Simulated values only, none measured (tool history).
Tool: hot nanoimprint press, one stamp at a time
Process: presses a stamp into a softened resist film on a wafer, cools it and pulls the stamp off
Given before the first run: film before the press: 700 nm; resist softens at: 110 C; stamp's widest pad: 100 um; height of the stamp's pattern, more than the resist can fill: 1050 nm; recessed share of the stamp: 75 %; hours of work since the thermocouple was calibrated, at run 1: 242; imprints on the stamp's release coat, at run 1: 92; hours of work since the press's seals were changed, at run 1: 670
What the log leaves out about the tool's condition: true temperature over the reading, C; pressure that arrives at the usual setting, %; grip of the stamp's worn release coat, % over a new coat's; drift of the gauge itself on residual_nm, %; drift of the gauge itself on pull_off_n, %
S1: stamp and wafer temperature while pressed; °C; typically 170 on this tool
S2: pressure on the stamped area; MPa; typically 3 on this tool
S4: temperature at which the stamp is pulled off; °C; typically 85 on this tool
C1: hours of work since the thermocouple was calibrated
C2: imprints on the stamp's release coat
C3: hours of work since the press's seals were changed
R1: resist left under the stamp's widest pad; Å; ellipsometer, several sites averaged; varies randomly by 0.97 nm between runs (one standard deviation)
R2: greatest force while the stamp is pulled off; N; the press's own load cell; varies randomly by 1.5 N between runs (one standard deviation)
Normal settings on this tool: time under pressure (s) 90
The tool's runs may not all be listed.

run 1 hour=0 | S1=170 S2=3 time_under_pressure_(s)=90 S4=85 | C1=242 C2=92 C3=670 | R1=3294 R2=118
-- hour=50.2 plate thermocouple calibrated
run 2 hour=61.7 | S1=177 S2=3 time_under_pressure_(s)=90 S4=85 | C1=5 C2=251 C3=695 | R1=2524 R2=118
run 3 hour=111 | S1=170 S2=3 time_under_pressure_(s)=90 S4=85 | C1=26 C2=384 C3=716 | R1=3284 R2=119
run 4 hour=150.7 | S1=170 S2=2.23 time_under_pressure_(s)=90 S4=85 | C1=43 C2=492 C3=733 | R1=3721 R2=118
run 5 hour=187.3 | S1=170 S2=3 time_under_pressure_(s)=125 S4=85 | C1=58 C2=591 C3=749 | R1=2915 R2=116
run 6 hour=234.7 | S1=170 S2=3 time_under_pressure_(s)=125 S4=85 | C1=79 C2=719 C3=769 | R1=2901 R2=116
run 7 hour=263.4 | S1=170 S2=3 time_under_pressure_(s)=90 S4=73 | C1=91 C2=797 C3=781 | R1=3306 R2=144
run 8 hour=303.9 | S1=170 S2=3 time_under_pressure_(s)=90 S4=85 | C1=108 C2=906 C3=798 | R1=3289 R2=114
run 9 hour=350.2 | S1=170 S2=3 time_under_pressure_(s)=90 S4=85 | C1=128 C2=1031 C3=818 | R1=3299 R2=118
run 10 hour=406.4 | S1=170 S2=3 time_under_pressure_(s)=90 S4=85 | C1=152 C2=1183 C3=842 | R1=3302 R2=116
run 11 hour=470.1 | S1=170 S2=3 time_under_pressure_(s)=90 S4=85 | C1=179 C2=1356 C3=869 | R1=3303 R2=116
run 12 hour=506.7 | S1=170 S2=3 time_under_pressure_(s)=90 S4=85 | C1=194 C2=1455 C3=885 | R1=3310 R2=117
run 13 hour=572.7 | S1=172 S2=3 time_under_pressure_(s)=90 S4=75 | C1=222 C2=1633 C3=913 | R1=3043 R2=135
run 14 hour=627.9 | S1=160 S2=3.27 time_under_pressure_(s)=87 S4=85 | C1=246 C2=1783 C3=936 | R1=4631 R2=118
-- hour=670.7 plate thermocouple calibrated
-- hour=693.5 stamp cleaned and given a new release coat
run 15 hour=703.1 | S1=160 S2=3.27 time_under_pressure_(s)=87 S4=85 | C1=11 C2=26 C3=964 | R1=4637 R2=114
-- hour=725.1 press's hydraulic seals changed and the load cell set to zero
run 16 hour=778.2 | S1=175 S2=2.66 time_under_pressure_(s)=86 S4=85 | C1=40 C2=208 C3=23 | R1=2922 R2=117
run 17 hour=843.2 | S1=175 S2=2.66 time_under_pressure_(s)=86 S4=85 | C1=67 C2=384 C3=50 | R1=2921 R2=116
run 18 hour=907.8 | S1=170 S2=4.41 time_under_pressure_(s)=90 S4=85 | C1=95 C2=558 C3=78 | R1=2751 R2=115
run 19 hour=952.5 | S1=178 S2=4.2 time_under_pressure_(s)=90 S4=85 | C1=114 C2=679 C3=97 | R1=2052 R2=112
run 20 hour=1015.6 | S1=178 S2=4.2 time_under_pressure_(s)=90 S4=85 | C1=141 C2=850 C3=124 | R1=2048 R2=118
run 21 hour=1048.6 | S1=178 S2=4.2 time_under_pressure_(s)=90 S4=85 | C1=155 C2=939 C3=138 | R1=2044 R2=115
run 22 hour=1102.4 | S1=163 S2=4.35 time_under_pressure_(s)=90 S4=79 | C1=178 C2=1085 C3=161 | R1=3693 R2=125

Run 23 is up next; what results do you expect?
run 23 hour=1132.5 | S1=177 S2=4.3 time_under_pressure_(s)=90 S4=85 | C1=191 C2=1166 C3=173 | R1=? R2=?

Run 23 gave R1 2105 Å, R2 114 N.
Had the tool carried no hidden state, the very same run would have given R1 2107 Å, R2 114 N.
